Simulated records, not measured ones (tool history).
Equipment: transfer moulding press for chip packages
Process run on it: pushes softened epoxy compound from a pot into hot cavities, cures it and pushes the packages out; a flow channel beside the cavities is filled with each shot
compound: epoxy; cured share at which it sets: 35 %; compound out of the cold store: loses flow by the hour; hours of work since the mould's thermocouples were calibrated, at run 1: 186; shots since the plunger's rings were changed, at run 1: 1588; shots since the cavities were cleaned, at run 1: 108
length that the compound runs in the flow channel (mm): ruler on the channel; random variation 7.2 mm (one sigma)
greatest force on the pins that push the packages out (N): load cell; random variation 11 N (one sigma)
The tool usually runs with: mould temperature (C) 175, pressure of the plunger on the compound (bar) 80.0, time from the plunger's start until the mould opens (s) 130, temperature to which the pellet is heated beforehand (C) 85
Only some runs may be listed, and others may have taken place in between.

| run | hour | mould temperature (C) | pressure of the plunger on the compound (bar) | time from the plunger's start until the mould opens (s) | temperature to which the pellet is heated beforehand (C) | hours of work since the mould's thermocouples were calibrated | shots since the plunger's rings were changed | shots since the cavities were cleaned | incoming compound's hours out of the cold store | length that the compound runs in the flow channel (mm) | greatest force on the pins that push the packages out (N) |
|---|---|---|---|---|---|---|---|---|---|---|---|
| 1 | 0.0 | 175 | 80.0 | 130 | 85 | 186 | 1588 | 108 | 29.5 | 846 | 636 |
| 2 | 7.6 | 175 | 80.0 | 130 | 85 | 190 | 1648 | 168 | 10.5 | 930 | 671 |
| 3 | 22.1 | 175 | 79.3 | 130 | 85 | 198 | 1761 | 281 | 31.4 | 836 | 706 |
| 4 | 34.9 | 175 | 79.3 | 130 | 85 | 205 | 1861 | 381 | 44.2 | 790 | 716 |
| 5 | 43.0 | 175 | 79.3 | 130 | 85 | 210 | 1924 | 444 | 31.3 | 834 | 762 |
| 6 | 53.1 | 175 | 79.3 | 130 | 85 | 215 | 2004 | 524 | 8.7 | 922 | 815 |
| 7 | 64.6 | 175 | 79.3 | 130 | 85 | 222 | 2094 | 614 | 10.2 | 911 | 839 |
| 8 | 75.6 | 175 | 79.3 | 130 | 85 | 228 | 2179 | 699 | 33.6 | 818 | 835 |
|  | 78.5 | cavities cleaned with cleaning compound and waxed |
| 9 | 90.5 | 175 | 80.0 | 130 | 85 | 235 | 2284 | 94 | 46.7 | 785 | 594 |
| 10 | 101.9 | 174 | 80.0 | 130 | 85 | 241 | 2373 | 183 | 18.9 | 896 | 714 |
| 11 | 114.4 | 174 | 77.3 | 130 | 85 | 248 | 2471 | 281 | 39.4 | 800 | 732 |
| 12 | 124.3 | 174 | 77.3 | 130 | 85 | 254 | 2549 | 359 | 35.4 | 809 | 771 |
| 13 | 135.8 | 175 | 80.0 | 130 | 75 | 260 | 2638 | 448 | 26.9 | 838 | 773 |
| 14 | 147.0 | 175 | 80.0 | 130 | 79 | 266 | 2726 | 536 | 15.2 | 892 | 821 |
| 15 | 159.3 | 175 | 80.0 | 130 | 79 | 273 | 2822 | 632 | 34.1 | 826 | 780 |
|  | 170.6 | cavities cleaned with cleaning compound and waxed |
| 16 | 172.4 | 175 | 80.0 | 130 | 79 | 280 | 2912 | 14 | 41.7 | 794 | 544 |
| 17 | 184.8 | 175 | 82.3 | 130 | 76 | 286 | 3010 | 112 | 10.5 | 914 | 637 |
| 18 | 194.3 | 175 | 82.5 | 130 | 85 | 292 | 3084 | 186 | 24.7 | 872 | 640 |
| 19 | 202.0 | 175 | 81.0 | 130 | 77 | 296 | 3144 | 246 | 36.2 | 801 | 696 |
| 20 | 214.1 | 167 | 65.9 | 130 | 90 | 303 | 3239 | 341 | 41.1 | 755 | 1211 |
| 21 | 222.6 | 178 | 67.6 | 160 | 78 | 307 | 3305 | 407 | 15.9 | 803 | 612 |
| 22 | 233.5 | 178 | 67.6 | 127 | 88 | 313 | 3390 | 492 | 19.3 | 782 | 694 |
| 23 | 241.4 | 174 | 79.5 | 127 | 88 | 318 | 3452 | 554 | 41.6 | 780 | 835 |
| 24 | 255.1 | 174 | 79.5 | 127 | 88 | 325 | 3559 | 661 | 20.3 | 854 | 891 |
|  | 263.0 | cavities cleaned with cleaning compound and waxed |
| 25 | 264.9 | 173 | 79.5 | 111 | 88 | 330 | 3624 | 15 | 41.2 | 783 | 748 |
| 26 | 273.5 | 179 | 87.8 | 149 | 95 | 335 | 3691 | 82 | 31.5 | 836 | 470 |
| 27 | 287.1 | 173 | 87.7 | 138 | 88 | 342 | 3798 | 189 | 17.8 | 908 | 666 |
| 28 | 296.9 | 177 | 97.9 | 158 | 77 | 348 | 3875 | 266 | 35.5 | 866 | 569 |

Below are 4 alternative next runs, each starting from the tool's condition after run 28. Predict each:
| A | 308.7 | 175 | 80.0 | 134 | 85 | 354 | 3967 | 358 | 13.2 | ? | ? |
| B | 308.7 | 177 | 63.5 | 158 | 77 | 354 | 3967 | 358 | 36.7 | ? | ? |
| C | 308.7 | 177 | 93.8 | 158 | 91 | 354 | 3967 | 358 | 18.7 | ? | ? |
| D | 308.7 | 177 | 62.6 | 166 | 82 | 354 | 3967 | 358 | 12.9 | ? | ? |

| run | length that the compound runs in the flow channel (mm) | greatest force on the pins that push the packages out (N) |
|---|---|---|
| A | 885 | 709 |
| B | 696 | 586 |
| C | 913 | 592 |
| D | 770 | 604 |
Without the tool's hidden state the same runs would have given:
| run | length that the compound runs in the flow channel (mm) | greatest force on the pins that push the packages out (N) |
|---|---|---|
| A | 954 | 523 |
| B | 751 | 426 |
| C | 985 | 431 |
| D | 831 | 439 |
